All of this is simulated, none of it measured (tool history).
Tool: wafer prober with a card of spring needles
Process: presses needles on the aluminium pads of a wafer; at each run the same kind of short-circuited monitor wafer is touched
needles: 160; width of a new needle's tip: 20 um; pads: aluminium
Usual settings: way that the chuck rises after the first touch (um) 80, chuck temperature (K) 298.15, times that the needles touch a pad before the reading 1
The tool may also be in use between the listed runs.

run	day	way that the chuck rises after the first touch (um)	chuck temperature (K)	times that the needles touch a pad before the reading	resistance of one needle with its contact and lead (mohm)	way that a needle slides on the pad (um)
1	0.000	80	298.15	1	262	21.84
2	3.217	80	298.15	1	263	21.84
3	6.421	90	298.15	1	264	24.65
4	8.504	80	298.15	1	260	21.90
5	10.846	80	298.15	1	264	21.96
6	13.838	80	298.15	1	266	21.99
7	16.042	80	298.15	1	262	21.93
8	18.975	80	298.15	1	260	22.04
9	21.579	80	298.15	1	263	22.04
10	24.508	80	298.15	1	259	22.08
11	28.408	78	390.15	2	287	21.57
12	31.625	78	317.15	1	267	21.67
13	33.354	78	317.15	1	269	21.65
14	36.992	97	313.15	1	264	26.97
15	40.067	97	313.15	1	263	26.97
16	43.158	64	368.15	1	286	17.45
17	46.238	84	301.15	1	265	22.94
18	48.779	84	301.15	1	262	23.03

Not shown: 39 entries that the log had between the listed runs. Between which runs, and how does the tool's hidden state differ before and after?
Between runs 1 and 2: tips cleaned on abrasive film (day 0.650); tips cleaned on abrasive film (day 1.858); tips cleaned on abrasive film (day 3.217)
  debris on the tips, nm: 2.8 -> 0.3; way that the needles fall short of the set height, um: 0.01 -> 0.02; drift of the gauge itself on scrub_um, %: 0 -> 0.17
  measured less the result without the state, way that a needle slides on the pad (um): +0.00 -> +0.03
Between runs 2 and 3: tips cleaned on abrasive film (day 4.596); tips cleaned on abrasive film (day 6.017)
  debris on the tips, nm: 0.3 -> 2; drift of the gauge itself on scrub_um, %: 0.17 -> 0.34
  measured less the result without the state, way that a needle slides on the pad (um): +0.03 -> +0.07
Between runs 3 and 4: tips cleaned on abrasive film (day 7.450)
  debris on the tips, nm: 2 -> 3.4; way that the needles fall short of the set height, um: 0.02 -> 0.03; drift of the gauge itself on scrub_um, %: 0.34 -> 0.44
  measured less the result without the state, way that a needle slides on the pad (um): +0.07 -> +0.09
Between runs 4 and 5: tips cleaned on abrasive film (day 8.804); tips cleaned on abrasive film (day 10.238)
  debris on the tips, nm: 3.4 -> 2.5; drift of the gauge itself on scrub_um, %: 0.44 -> 0.57
  measured less the result without the state, way that a needle slides on the pad (um): +0.09 -> +0.11
Between runs 5 and 6: tips cleaned on abrasive film (day 11.688); tips cleaned on abrasive film (day 12.938)
  debris on the tips, nm: 2.5 -> 3.2; way that the needles fall short of the set height, um: 0.03 -> 0.04; tips' diameter, um: 20.13 -> 20.14; drift of the gauge itself on scrub_um, %: 0.57 -> 0.72
  measured less the result without the state, way that a needle slides on the pad (um): +0.11 -> +0.15
Between runs 6 and 7: tips cleaned on abrasive film (day 14.125); tips cleaned on abrasive film (day 15.538); height of the first contact set anew (day 15.550)
  debris on the tips, nm: 3.2 -> 2.3; way that the needles fall short of the set height, um: 0.04 -> 0; drift of the gauge itself on scrub_um, %: 0.72 -> 0.84
  measured less the result without the state, way that a needle slides on the pad (um): +0.15 -> +0.18
Between runs 7 and 8: tips cleaned on abrasive film (day 16.900); tips cleaned on abrasive film (day 18.158)
  debris on the tips, nm: 2.3 -> 2.8; way that the needles fall short of the set height, um: 0 -> 0.01; drift of the gauge itself on scrub_um, %: 0.84 -> 0.99
  measured less the result without the state, way that a needle slides on the pad (um): +0.18 -> +0.21
Between runs 8 and 9: tips cleaned on abrasive film (day 19.471); tips cleaned on abrasive film (day 20.796)
  debris on the tips, nm: 2.8 -> 2.9; drift of the gauge itself on scrub_um, %: 0.99 -> 1.13
  measured less the result without the state, way that a needle slides on the pad (um): +0.21 -> +0.24
Between runs 9 and 10: tips cleaned on abrasive film (day 22.175); tips cleaned on abrasive film (day 23.546)
  debris on the tips, nm: 2.9 -> 3.2; way that the needles fall short of the set height, um: 0.01 -> 0.02; drift of the gauge itself on scrub_um, %: 1.13 -> 1.28
  measured less the result without the state, way that a needle slides on the pad (um): +0.24 -> +0.28
Between runs 10 and 11: tips cleaned on abrasive film (day 24.746); tips cleaned on abrasive film (day 26.046); tips cleaned on abrasive film (day 27.288)
  debris on the tips, nm: 3.2 -> 3.6; way that the needles fall short of the set height, um: 0.02 -> 0.03; tips' diameter, um: 20.14 -> 20.15; drift of the gauge itself on scrub_um, %: 1.28 -> 1.48
  measured less the result without the state, way that a needle slides on the pad (um): +0.28 -> +0.30
Between runs 11 and 12: tips cleaned on abrasive film (day 28.675); tips cleaned on abrasive film (day 30.038); tips cleaned on abrasive film (day 31.354)
  debris on the tips, nm: 3.6 -> 1.5; way that the needles fall short of the set height, um: 0.03 -> 0.04; drift of the gauge itself on scrub_um, %: 1.48 -> 1.65
  measured less the result without the state, way that a needle slides on the pad (um): +0.30 -> +0.34
Between runs 12 and 13: tips cleaned on abrasive film (day 32.788)
  debris on the tips, nm: 1.5 -> 2.3; drift of the gauge itself on scrub_um, %: 1.65 -> 1.74
  measured less the result without the state, way that a needle slides on the pad (um): +0.34 -> +0.36
Between runs 13 and 14: tips cleaned on abrasive film (day 34.204); card fitted with new needles (day 34.704); tips cleaned on abrasive film (day 36.104)
  debris on the tips, nm: 2.3 -> 2.9; way that the needles fall short of the set height, um: 0.04 -> 0; tips' diameter, um: 20.15 -> 20; drift of the gauge itself on scrub_um, %: 1.74 -> 1.9
  measured less the result without the state, way that a needle slides on the pad (um): +0.36 -> +0.50
Between runs 14 and 15: tips cleaned on abrasive film (day 37.483); tips cleaned on abrasive film (day 38.767); tips cleaned on abrasive film (day 40.067)
  debris on the tips, nm: 2.9 -> 0.4; way that the needles fall short of the set height, um: 0 -> 0.01; drift of the gauge itself on scrub_um, %: 1.9 -> 2.06
  measured less the result without the state, way that a needle slides on the pad (um): +0.50 -> +0.54
Between runs 15 and 16: tips cleaned on abrasive film (day 41.383); gauge calibrated (day 42.500); tips cleaned on abrasive film (day 42.800)
  debris on the tips, nm: 0.4 -> 1.7; way that the needles fall short of the set height, um: 0.01 -> 0.02; tips' diameter, um: 20 -> 20.01; drift of the gauge itself on scrub_um, %: 2.06 -> 0.03
  measured less the result without the state, way that a needle slides on the pad (um): +0.54 -> +0.00
Between runs 16 and 17: tips cleaned on abrasive film (day 44.196); tips cleaned on abrasive film (day 45.562)
  debris on the tips, nm: 1.7 -> 2.4; drift of the gauge itself on scrub_um, %: 0.03 -> 0.2
  measured less the result without the state, way that a needle slides on the pad (um): +0.00 -> +0.04
Between runs 17 and 18: tips cleaned on abrasive film (day 46.779); tips cleaned on abrasive film (day 48.179)
  debris on the tips, nm: 2.4 -> 2.5; way that the needles fall short of the set height, um: 0.02 -> 0.03; drift of the gauge itself on scrub_um, %: 0.2 -> 0.33
  measured less the result without the state, way that a needle slides on the pad (um): +0.04 -> +0.07
